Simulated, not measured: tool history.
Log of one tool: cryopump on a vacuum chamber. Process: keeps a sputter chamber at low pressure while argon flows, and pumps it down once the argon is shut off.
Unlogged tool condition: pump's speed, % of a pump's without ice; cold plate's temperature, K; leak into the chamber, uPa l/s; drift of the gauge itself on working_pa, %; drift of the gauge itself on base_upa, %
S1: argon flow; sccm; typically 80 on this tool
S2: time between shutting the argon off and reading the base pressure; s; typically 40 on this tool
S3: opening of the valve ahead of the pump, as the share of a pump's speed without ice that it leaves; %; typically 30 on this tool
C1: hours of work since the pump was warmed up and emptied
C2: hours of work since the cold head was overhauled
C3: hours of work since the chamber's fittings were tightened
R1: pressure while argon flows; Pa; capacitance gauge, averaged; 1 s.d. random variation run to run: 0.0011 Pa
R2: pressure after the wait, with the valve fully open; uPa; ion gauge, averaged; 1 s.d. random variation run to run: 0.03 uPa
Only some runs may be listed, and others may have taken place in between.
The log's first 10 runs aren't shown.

run,hour,S1,S2,S3,C1,C2,C3,R1,R2
11,348.6,80,40,30,582,1593,2265,0.2390,2.89
12,392.3,80,40,30,616,1627,2299,0.2366,2.99
13,411.4,80,40,30,630,1642,2314,0.2390,2.98
14,440.7,45,40,30,653,1664,2337,0.1353,3.06
15,469.1,45,40,30,675,1686,2359,0.1339,3.00
16,492.7,45,40,16,694,1705,2377,0.2501,2.98
# hour 501.9: leaking fittings of the chamber tightened, without venting
17,516.7,45,40,16,711,1722,11,0.2494,1.59
18,536.7,45,40,16,726,1737,27,0.2486,1.59
19,570.5,70,40,39,752,1764,53,0.1617,1.57
20,601.9,80,40,39,777,1788,78,0.1860,1.60
21,642.5,80,40,48,808,1819,109,0.1526,1.59
22,680.7,40,29,32,838,1849,139,0.1131,2.18
23,705.7,40,29,32,857,1869,158,0.1135,2.16
24,734.6,80,40,21,880,1891,181,0.3399,1.64
25,779.9,48,40,19,915,1926,216,0.2229,1.71
26,800.4,48,40,19,931,1942,232,0.2251,1.72
27,820.2,48,40,58,946,1957,247,0.0781,1.69
28,845.7,39,66,30,966,1977,267,0.1179,1.18

Estimate the outcome of run 29 from the log above:
# hour 872.6: pump warmed up, emptied and cooled again
29,882.5,39,66,30,8,2002,292,?,?

Run 29 came out at R1 0.1129 Pa, R2 1.16 uPa.
Take away the tool's hidden state, keep the run-to-run variation as it was, and the same run would have given R1 0.1122 Pa, R2 0.97 uPa.
